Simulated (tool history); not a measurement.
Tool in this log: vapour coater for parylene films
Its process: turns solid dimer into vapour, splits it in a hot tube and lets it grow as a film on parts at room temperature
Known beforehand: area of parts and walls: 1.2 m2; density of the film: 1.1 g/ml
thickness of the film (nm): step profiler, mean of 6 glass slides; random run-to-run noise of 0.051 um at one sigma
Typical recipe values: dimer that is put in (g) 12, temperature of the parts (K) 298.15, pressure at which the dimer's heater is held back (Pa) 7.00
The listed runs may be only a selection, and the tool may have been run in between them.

run,hour,dimer that is put in (g),temperature of the parts (K),pressure at which the dimer's heater is held back (Pa),thickness of the film (nm)
1,0.0,12,298.15,7.00,6170
2,11.5,12,298.15,7.00,6170
3,20.5,12,298.15,7.00,6200
4,36.3,12,298.15,7.00,6210
5,49.3,12,298.15,7.00,6180
6,59.8,12,292.15,7.00,7240
7,68.5,8,292.15,6.45,4850

Run 8, settings as shown, results not yet in. Your forecast:
8,87.4,7,296.15,2.51,?

{"run 8": {"thickness of the film (nm)": 4120}}
The same run, on a tool lacking any hidden state, would have yielded thickness of the film (nm) 4130.

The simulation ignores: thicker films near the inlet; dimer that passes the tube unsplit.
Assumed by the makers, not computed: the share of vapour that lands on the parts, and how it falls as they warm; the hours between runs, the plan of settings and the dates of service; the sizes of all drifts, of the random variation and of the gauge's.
